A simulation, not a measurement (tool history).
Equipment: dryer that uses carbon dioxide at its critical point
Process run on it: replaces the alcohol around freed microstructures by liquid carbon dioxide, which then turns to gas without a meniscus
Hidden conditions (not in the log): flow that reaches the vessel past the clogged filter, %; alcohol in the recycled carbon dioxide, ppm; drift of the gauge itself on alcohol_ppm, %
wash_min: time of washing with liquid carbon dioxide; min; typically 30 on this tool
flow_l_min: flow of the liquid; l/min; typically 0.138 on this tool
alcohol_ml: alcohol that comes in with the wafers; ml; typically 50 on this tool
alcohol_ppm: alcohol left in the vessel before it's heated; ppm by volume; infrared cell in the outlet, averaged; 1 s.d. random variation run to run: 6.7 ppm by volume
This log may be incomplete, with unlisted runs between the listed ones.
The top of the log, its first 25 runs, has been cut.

run,day,wash_min,flow_l_min,alcohol_ml,hours of work since the filter was changed,hours of work since the purifier's bed was changed,alcohol_ppm
26,32.267,29,0.148,25,14,903,198
27,33.558,30,0.172,42,25,914,140
28,34.783,20,0.172,39,36,925,697
29,35.579,30,0.092,50,43,932,2221
30,36.75,30,0.092,50,54,943,2275
31,38.646,22,0.153,30,71,960,615
32,40.2,22,0.153,30,85,974,629
33,41.654,37,0.111,72,98,987,585
34,42.808,37,0.111,72,108,997,581
35,44.721,34,0.103,45,125,1014,835
36,45.796,28,0.187,32,135,1024,127
37,47.621,42,0.21,43,151,1040,94
38,48.521,42,0.21,43,159,1048,100
39,49.662,30,0.187,46,169,1058,125
40,51.571,30,0.138,24,186,1075,253
41,52.383,30,0.138,24,194,1083,252
42,53.758,30,0.138,24,206,1095,262
43,55.621,30,0.138,24,222,1112,274
44,57.392,21,0.169,57,238,1127,1006
45,59.054,29,0.136,118,253,1142,1195
46,60.875,29,0.136,118,269,1158,1250

Forecast each of these 5 alternatives for the next run:
A,62.721,44,0.187,50,286,1175,?
B,62.721,30,0.158,50,286,1175,?
C,62.721,30,0.213,25,286,1175,?
D,62.721,22,0.136,118,286,1175,?
E,62.721,30,0.098,23,286,1175,?

run,alcohol_ppm
A,87
B,252
C,104
D,4320
E,964
The same runs, with their run-to-run variation unchanged, on a tool lacking any hidden condition would have given:
run,alcohol_ppm
A,0
B,125
C,6
D,3586
E,744

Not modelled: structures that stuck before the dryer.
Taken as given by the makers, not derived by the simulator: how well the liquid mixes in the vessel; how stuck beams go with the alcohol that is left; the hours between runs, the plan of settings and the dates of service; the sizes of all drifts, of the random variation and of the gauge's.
